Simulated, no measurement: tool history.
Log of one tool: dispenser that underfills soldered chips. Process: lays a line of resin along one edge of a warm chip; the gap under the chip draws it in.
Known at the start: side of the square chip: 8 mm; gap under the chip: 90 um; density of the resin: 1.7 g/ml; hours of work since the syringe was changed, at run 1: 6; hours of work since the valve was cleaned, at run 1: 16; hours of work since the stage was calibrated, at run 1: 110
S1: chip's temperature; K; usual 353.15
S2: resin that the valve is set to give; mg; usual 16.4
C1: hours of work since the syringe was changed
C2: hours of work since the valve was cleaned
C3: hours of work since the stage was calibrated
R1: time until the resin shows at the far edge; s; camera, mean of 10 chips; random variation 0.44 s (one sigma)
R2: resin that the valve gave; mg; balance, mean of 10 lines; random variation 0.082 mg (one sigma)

| run | day | S1 | S2 | C1 | C2 | C3 | R1 | R2 |
|---|---|---|---|---|---|---|---|---|
| 1 | 0 | 353.15 | 16.4 | 6 | 16 | 110 | 45 | 16.2 |
|  | 0.154 | new syringe of resin |
| 2 | 0.204 | 353.15 | 16.4 | 1 | 19 | 113 | 34.3 | 16.09 |
| 3 | 0.308 | 353.15 | 16.4 | 3 | 21 | 115 | 36.6 | 16.2 |
| 4 | 0.404 | 353.15 | 17.4 | 4 | 22 | 116 | 39.3 | 17.29 |
| 5 | 0.546 | 353.15 | 16.4 | 6 | 25 | 119 | 45.7 | 16.04 |
|  | 0.679 | new syringe of resin |
| 6 | 0.679 | 353.15 | 16.4 | 0 | 27 | 121 | 33.1 | 16.04 |
| 7 | 0.858 | 353.15 | 16.4 | 3 | 30 | 123 | 37.4 | 16.07 |
| 8 | 1.058 | 353.15 | 16.4 | 6 | 33 | 127 | 44.9 | 15.98 |
|  | 1.204 | new syringe of resin |
| 9 | 1.25 | 353.15 | 16.4 | 1 | 36 | 130 | 32.5 | 16.1 |
| 10 | 1.417 | 353.15 | 16.4 | 3 | 38 | 132 | 37.5 | 16.08 |
| 11 | 1.583 | 353.15 | 16.4 | 6 | 41 | 135 | 44.3 | 16.02 |
|  | 1.738 | new syringe of resin |
| 12 | 1.775 | 353.15 | 16.4 | 1 | 44 | 138 | 33.9 | 15.98 |
| 13 | 1.95 | 353.15 | 16.4 | 3 | 47 | 141 | 39.5 | 15.78 |
| 14 | 2.067 | 353.15 | 16.4 | 5 | 48 | 142 | 43.2 | 15.7 |
| 15 | 2.225 | 353.15 | 16.4 | 8 | 51 | 145 | 48.7 | 15.95 |
|  | 2.262 | new syringe of resin |
| 16 | 2.346 | 353.15 | 14.6 | 1 | 53 | 147 | 35 | 14.02 |
| 17 | 2.45 | 342.15 | 16.4 | 3 | 54 | 148 | 68.7 | 15.9 |
| 18 | 2.638 | 342.15 | 16.4 | 6 | 57 | 151 | 80.3 | 15.77 |
| 19 | 2.746 | 353.15 | 16.4 | 8 | 59 | 153 | 49.3 | 15.7 |
|  | 2.788 | new syringe of resin |
| 20 | 2.871 | 346.15 | 16 | 1 | 61 | 155 | 49.7 | 15.31 |
| 21 | 2.971 | 365.15 | 15.6 | 3 | 63 | 156 | 20.4 | 15.1 |
| 22 | 3.117 | 358.15 | 17.3 | 5 | 65 | 159 | 32.7 | 16.52 |
|  | 3.192 | dispensing valve cleaned and set on the balance |
| 23 | 3.304 | 358.15 | 17.3 | 8 | 2 | 161 | 37.5 | 17.31 |
|  | 3.358 | new syringe of resin |
| 24 | 3.542 | 353.15 | 21 | 3 | 5 | 165 | 37.2 | 21.05 |
| 25 | 3.675 | 349.15 | 15.7 | 5 | 7 | 167 | 52.9 | 15.62 |
| 26 | 3.842 | 349.15 | 15.7 | 8 | 10 | 169 | 61.2 | 15.59 |
|  | 3.879 | new syringe of resin |
| 27 | 4.046 | 360.15 | 16.4 | 3 | 13 | 173 | 25.4 | 16.13 |
| 28 | 4.254 | 353.15 | 13.9 | 6 | 17 | 176 | 45.3 | 13.75 |
|  | 4.4 | new syringe of resin |
| 29 | 4.421 | 345.15 | 14.9 | 0 | 19 | 178 | 49.9 | 14.82 |
| 30 | 4.579 | 353.15 | 15.9 | 3 | 22 | 181 | 38.1 | 15.68 |
| 31 | 4.754 | 353.15 | 14.6 | 6 | 24 | 184 | 44.3 | 14.38 |
| 32 | 4.858 | 358.15 | 14 | 7 | 26 | 185 | 37.7 | 13.7 |
|  | 4.925 | new syringe of resin |
| 33 | 5.046 | 351.15 | 17.4 | 2 | 29 | 188 | 39.9 | 17.03 |
| 34 | 5.271 | 359.15 | 18.6 | 6 | 32 | 192 | 31 | 18.04 |
|  | 5.45 | new syringe of resin |
| 35 | 5.475 | 359.15 | 14.9 | 0 | 35 | 195 | 24.5 | 14.58 |
| 36 | 5.696 | 340.15 | 15.3 | 4 | 39 | 198 | 80.4 | 14.88 |
| 37 | 5.925 | 347.15 | 15.4 | 8 | 43 | 202 | 65.6 | 14.91 |

Forecast each of these 3 alternatives for the next run:
|  | 5.983 | new syringe of resin |
| A | 6.096 | 353.15 | 15 | 2 | 45 | 205 | ? | ? |
|  | 5.983 | new syringe of resin |
| B | 6.096 | 362.15 | 19.2 | 2 | 45 | 205 | ? | ? |
|  | 5.983 | new syringe of resin |
| C | 6.096 | 359.15 | 20.8 | 2 | 45 | 205 | ? | ? |

| run | R1 | R2 |
|---|---|---|
| A | 36.2 | 14.45 |
| B | 22.2 | 18.64 |
| C | 26.2 | 20.2 |
Without the tool's hidden state the same runs would have given:
| run | R1 | R2 |
|---|---|---|
| A | 32 | 14.93 |
| B | 19.7 | 19.26 |
| C | 23.2 | 20.87 |

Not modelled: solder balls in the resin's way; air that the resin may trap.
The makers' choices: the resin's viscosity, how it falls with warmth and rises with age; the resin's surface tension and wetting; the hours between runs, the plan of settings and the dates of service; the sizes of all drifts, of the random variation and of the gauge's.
